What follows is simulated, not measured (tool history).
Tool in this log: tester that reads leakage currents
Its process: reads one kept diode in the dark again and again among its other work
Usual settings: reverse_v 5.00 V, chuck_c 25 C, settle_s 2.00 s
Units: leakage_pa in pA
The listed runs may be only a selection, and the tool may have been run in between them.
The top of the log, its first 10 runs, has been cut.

run    hour  reverse_v  chuck_c  settle_s  hours of work since the probe card was cleaned  hours of work since the tester was calibrated  hours of work since the chuck was calibrated  leakage_pa
 11   702.5       5.00       31      2.00                                             536                                            748                                           568      122.95
 12   788.9       5.00       31      2.00                                             571                                            783                                           603      123.44
 13   857.0       5.00       31      0.33                                             598                                            810                                           631      124.73
 14   911.6       5.00       31      0.33                                             620                                            832                                           653      125.52
 15   981.8       5.00       31      0.33                                             649                                            861                                           681      125.96
 16  1061.5       5.00       31      0.33                                             681                                            893                                           714      127.64
 17  1144.8      17.40       25      2.00                                             714                                            927                                           747      138.81
 18  1208.4      17.40       25      2.00                                             740                                            952                                           773      138.68
 19  1292.3       3.64       27      3.74                                             774                                            986                                           807       80.93
 20  1357.9       3.64       27      3.74                                             801                                           1013                                           834       81.06
 21  1440.5       4.81       25      1.07                                             834                                           1046                                           867       79.18
 22  1514.7       7.59       35      2.00                                             864                                           1076                                           897      211.48
 23  1597.3       7.59       35      2.00                                             897                                           1110                                           930      213.84
 24  1664.7       5.00       42      0.30                                             925                                           1137                                           958      300.19
 25  1747.8       5.00       42      0.30                                             958                                           1171                                           991      301.07
 26  1805.7       1.05       42      2.00                                             982                                           1194                                          1015      149.78
     1821.7  -- chuck's temperature calibrated
 27  1855.7       1.11       25      4.20                                            1001                                           1213                                            14       35.23
 28  1896.6       1.42       21      4.20                                            1018                                           1230                                            30       28.27
 29  1984.3       4.16       59      1.32                                            1053                                           1265                                            66      775.60
 30  2046.9       4.16       59      1.32                                            1078                                           1291                                            91      780.73

Below are 3 alternative next runs, each starting from the tool's condition after run 30. Predict each:
  A  2112.1       1.06       28      1.09                                            1105                                           1317                                           117           ?
  B  2112.1       5.00       58      0.40                                            1105                                           1317                                           117           ?
  C  2112.1       4.04       59      0.36                                            1105                                           1317                                           117           ?

run  leakage_pa
  A       44.75
  B      796.29
  C      775.24
With no hidden state in the tool, these same runs would have given:
run  leakage_pa
  A       43.50
  B      778.19
  C      757.78
